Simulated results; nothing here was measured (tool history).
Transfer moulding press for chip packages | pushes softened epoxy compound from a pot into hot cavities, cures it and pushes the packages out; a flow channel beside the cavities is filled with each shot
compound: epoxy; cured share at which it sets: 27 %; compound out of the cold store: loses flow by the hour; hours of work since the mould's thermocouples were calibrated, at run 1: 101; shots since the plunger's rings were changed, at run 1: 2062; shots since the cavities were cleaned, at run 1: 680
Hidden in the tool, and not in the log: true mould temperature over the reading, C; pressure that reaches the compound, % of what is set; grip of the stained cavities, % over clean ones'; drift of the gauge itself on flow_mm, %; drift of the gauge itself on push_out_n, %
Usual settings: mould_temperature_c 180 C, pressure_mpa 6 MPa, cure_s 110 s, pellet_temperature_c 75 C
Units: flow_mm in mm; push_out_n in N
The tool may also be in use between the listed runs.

| run | hour | mould_temperature_c | pressure_mpa | cure_s | pellet_temperature_c | hours of work since the mould's thermocouples were calibrated | shots since the plunger's rings were changed | shots since the cavities were cleaned | incoming compound's hours out of the cold store | flow_mm | push_out_n |
|---|---|---|---|---|---|---|---|---|---|---|---|
| 1 | 0 | 180 | 6 | 110 | 75 | 101 | 2062 | 680 | 15.1 | 751 | 730 |
| 2 | 4.9 | 187 | 6 | 110 | 75 | 103 | 2100 | 718 | 8.1 | 764 | 651 |
| 3 | 11.6 | 180 | 6 | 110 | 75 | 106 | 2152 | 770 | 41.6 | 638 | 728 |
|  | 19.9 | cavities cleaned with cleaning compound and waxed |
| 4 | 20.3 | 180 | 6 | 110 | 75 | 110 | 2207 | 2 | 16 | 748 | 386 |
| 5 | 27 | 180 | 6 | 110 | 79 | 113 | 2259 | 54 | 9.9 | 775 | 454 |
| 6 | 36.8 | 180 | 6 | 110 | 79 | 118 | 2335 | 130 | 45.4 | 622 | 497 |
| 7 | 43.8 | 180 | 6 | 110 | 79 | 121 | 2389 | 184 | 21.3 | 720 | 514 |
| 8 | 51.4 | 180 | 6 | 110 | 79 | 124 | 2448 | 243 | 37.3 | 652 | 532 |
| 9 | 56.6 | 180 | 6 | 110 | 79 | 127 | 2488 | 283 | 26.7 | 698 | 565 |
| 10 | 63.9 | 180 | 6 | 110 | 79 | 130 | 2545 | 340 | 37.4 | 653 | 605 |
| 11 | 71.7 | 180 | 6 | 110 | 75 | 134 | 2605 | 400 | 21 | 720 | 619 |
| 12 | 79.1 | 180 | 6 | 110 | 75 | 138 | 2662 | 457 | 44.8 | 624 | 646 |
| 13 | 88.9 | 180 | 6 | 110 | 68 | 142 | 2738 | 533 | 37.8 | 655 | 667 |
| 14 | 94.9 | 180 | 6 | 109 | 75 | 145 | 2785 | 580 | 16.5 | 739 | 711 |
| 15 | 100.6 | 180 | 6 | 109 | 75 | 148 | 2829 | 624 | 20.4 | 722 | 709 |
| 16 | 108.2 | 183 | 6.38 | 120 | 69 | 151 | 2888 | 683 | 27.4 | 708 | 619 |
| 17 | 115.7 | 183 | 6.33 | 120 | 79 | 155 | 2946 | 741 | 25.8 | 710 | 647 |
| 18 | 123.1 | 180 | 6 | 140 | 75 | 158 | 3003 | 798 | 11.1 | 765 | 658 |
|  | 127.6 | cavities cleaned with cleaning compound and waxed |
| 19 | 131.4 | 178 | 5.27 | 118 | 67 | 162 | 3056 | 30 | 32.2 | 634 | 411 |
| 20 | 141.1 | 179 | 4.96 | 117 | 70 | 166 | 3131 | 105 | 41.9 | 579 | 445 |
| 21 | 146.5 | 177 | 6 | 121 | 76 | 169 | 3173 | 147 | 9.4 | 781 | 534 |
| 22 | 154.8 | 183 | 5.31 | 124 | 77 | 173 | 3237 | 211 | 35.2 | 613 | 464 |
| 23 | 160.2 | 184 | 6 | 110 | 75 | 175 | 3278 | 252 | 40.1 | 629 | 504 |
| 24 | 167.9 | 180 | 6.7 | 123 | 76 | 179 | 3338 | 312 | 29.7 | 719 | 554 |
| 25 | 176 | 181 | 6.7 | 123 | 76 | 183 | 3401 | 375 | 46 | 651 | 565 |
| 26 | 184.8 | 181 | 6.7 | 116 | 76 | 187 | 3469 | 443 | 13.6 | 789 | 612 |
| 27 | 191 | 181 | 6.7 | 149 | 83 | 190 | 3517 | 491 | 35.5 | 689 | 564 |
| 28 | 198.9 | 181 | 6.7 | 149 | 83 | 194 | 3578 | 552 | 19 | 763 | 571 |
| 29 | 205.5 | 180 | 6 | 107 | 71 | 197 | 3629 | 603 | 22.7 | 712 | 746 |
| 30 | 210 | 181 | 6 | 107 | 75 | 199 | 3664 | 638 | 16.2 | 729 | 717 |

Forecast each of these 3 alternatives for the next run:
| A | 215 | 180 | 5.12 | 110 | 80 | 201 | 3703 | 677 | 8.1 | ? | ? |
| B | 215 | 180 | 4.65 | 110 | 75 | 201 | 3703 | 677 | 17.2 | ? | ? |
| C | 215 | 187 | 6.01 | 107 | 75 | 201 | 3703 | 677 | 42.1 | ? | ? |

| run | flow_mm | push_out_n |
|---|---|---|
| A | 713 | 728 |
| B | 647 | 711 |
| C | 614 | 601 |
Without the tool's hidden state the same runs would have given:
| run | flow_mm | push_out_n |
|---|---|---|
| A | 737 | 381 |
| B | 669 | 373 |
| C | 636 | 319 |
